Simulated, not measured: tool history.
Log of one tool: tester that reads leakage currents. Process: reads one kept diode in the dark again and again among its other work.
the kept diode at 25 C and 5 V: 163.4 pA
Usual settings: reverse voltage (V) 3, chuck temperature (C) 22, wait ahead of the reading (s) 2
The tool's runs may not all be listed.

| run | hour | reverse voltage (V) | chuck temperature (C) | wait ahead of the reading (s) | current that the tester gives (pA) |
|---|---|---|---|---|---|
| 1 | 0 | 3 | 22 | 2 | 105.64 |
| 2 | 48.6 | 3.8 | 22 | 2 | 118.95 |
| 3 | 118.2 | 3 | 22 | 2 | 104.29 |
| 4 | 176.3 | 3 | 22 | 2 | 104.29 |
| 5 | 265.1 | 3 | 22 | 2 | 103.83 |
| 6 | 342.1 | 3 | 22 | 2 | 103.38 |
|  | 370.5 | probe card cleaned and baked |
| 7 | 428.5 | 3 | 22 | 2 | 97.02 |
| 8 | 513.3 | 3 | 47 | 2 | 538.2 |
| 9 | 568.7 | 3 | 47 | 2 | 537.07 |
| 10 | 620.8 | 3 | 22 | 0.68 | 95.92 |
| 11 | 681.8 | 3 | 22 | 0.68 | 96.06 |
| 12 | 745.2 | 3 | 46 | 6.69 | 499.45 |

3 ways to go on from here, each from the tool as it stands after run 12. What would each give?
| A | 821.6 | 5.29 | 46 | 0.49 | ? |
| B | 821.6 | 3 | 57 | 0.54 | ? |
| C | 821.6 | 1.03 | 22 | 7.38 | ? |

| run | current that the tester gives (pA) |
|---|---|
| A | 658.98 |
| B | 980.41 |
| C | 55.94 |
Without the tool's hidden state the same runs would have given:
| run | current that the tester gives (pA) |
|---|---|
| A | 707.4 |
| B | 1048.36 |
| C | 60.72 |
